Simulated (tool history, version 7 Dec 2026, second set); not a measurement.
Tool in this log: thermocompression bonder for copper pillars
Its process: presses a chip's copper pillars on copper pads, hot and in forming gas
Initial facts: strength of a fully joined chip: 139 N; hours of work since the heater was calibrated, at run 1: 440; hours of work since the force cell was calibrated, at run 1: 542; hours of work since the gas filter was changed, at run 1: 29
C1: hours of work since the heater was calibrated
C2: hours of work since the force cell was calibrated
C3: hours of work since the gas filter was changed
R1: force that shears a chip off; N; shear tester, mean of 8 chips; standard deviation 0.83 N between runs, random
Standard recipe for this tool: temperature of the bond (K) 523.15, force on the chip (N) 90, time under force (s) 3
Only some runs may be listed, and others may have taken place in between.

Run 1, day 0: usual settings; C1 440; C2 542; C3 29. Result: R1 67.2 N.
Run 2, day 0.988: usual settings; C1 450; C2 553; C3 39. Result: R1 67.1 N.
Run 3, day 3.15: usual settings; C1 473; C2 576; C3 62. Result: R1 68 N.
Run 4, day 4.238: usual settings; C1 485; C2 587; C3 74. Result: R1 67.3 N.
Run 5, day 6.529: usual settings; C1 509; C2 612; C3 98. Result: R1 67.2 N.
Run 6, day 8.754: usual settings but temperature of the bond (K) 519.15, force on the chip (N) 70, time under force (s) 7; C1 533; C2 635; C3 122. Result: R1 71 N.
Run 7, day 10.046: usual settings but temperature of the bond (K) 527.15, force on the chip (N) 111; C1 547; C2 649; C3 135. Result: R1 79.6 N.
Run 8, day 11.325: usual settings but temperature of the bond (K) 533.15; C1 560; C2 663; C3 149. Result: R1 74.3 N.
Run 9, day 13.088: usual settings but temperature of the bond (K) 533.15; C1 579; C2 681; C3 168. Result: R1 72.8 N.

The next listed run, before its measurement:
Run 10, day 14.317: usual settings but temperature of the bond (K) 533.15; C1 592; C2 694; C3 181. Result: R1 ?.

Run 10 produced R1 76.1 N.
With no hidden state in the tool, this same run would have given R1 76.3 N.
